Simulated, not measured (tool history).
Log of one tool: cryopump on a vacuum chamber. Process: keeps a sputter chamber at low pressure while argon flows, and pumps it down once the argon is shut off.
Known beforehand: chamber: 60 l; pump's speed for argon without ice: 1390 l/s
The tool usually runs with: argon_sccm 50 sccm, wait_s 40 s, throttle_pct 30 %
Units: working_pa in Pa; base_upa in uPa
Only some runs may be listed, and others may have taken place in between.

run	hour	argon_sccm	wait_s	throttle_pct	working_pa	base_upa
1	0.0	50	40	30	0.2183	4.15
2	24.6	45	40	30	0.1996	4.20
3	53.2	45	40	30	0.2004	4.33
4	106.0	57	40	30	0.2557	4.27
5	140.0	57	40	26	0.2909	4.33
6	191.6	57	77	26	0.2940	3.40
# hour 218.7: pump warmed up, emptied and cooled again
7	233.1	66	217	43	0.1882	2.09
8	286.6	50	40	36	0.1705	4.26

Estimate the outcome of run 9 from the log above:
9	336.5	63	40	22	?	?

{"run 9": {"working_pa": 0.3508, "base_upa": 4.31}}
The same run, on a tool lacking any hidden state, would have yielded working_pa 0.3473 Pa, base_upa 2.62 uPa.

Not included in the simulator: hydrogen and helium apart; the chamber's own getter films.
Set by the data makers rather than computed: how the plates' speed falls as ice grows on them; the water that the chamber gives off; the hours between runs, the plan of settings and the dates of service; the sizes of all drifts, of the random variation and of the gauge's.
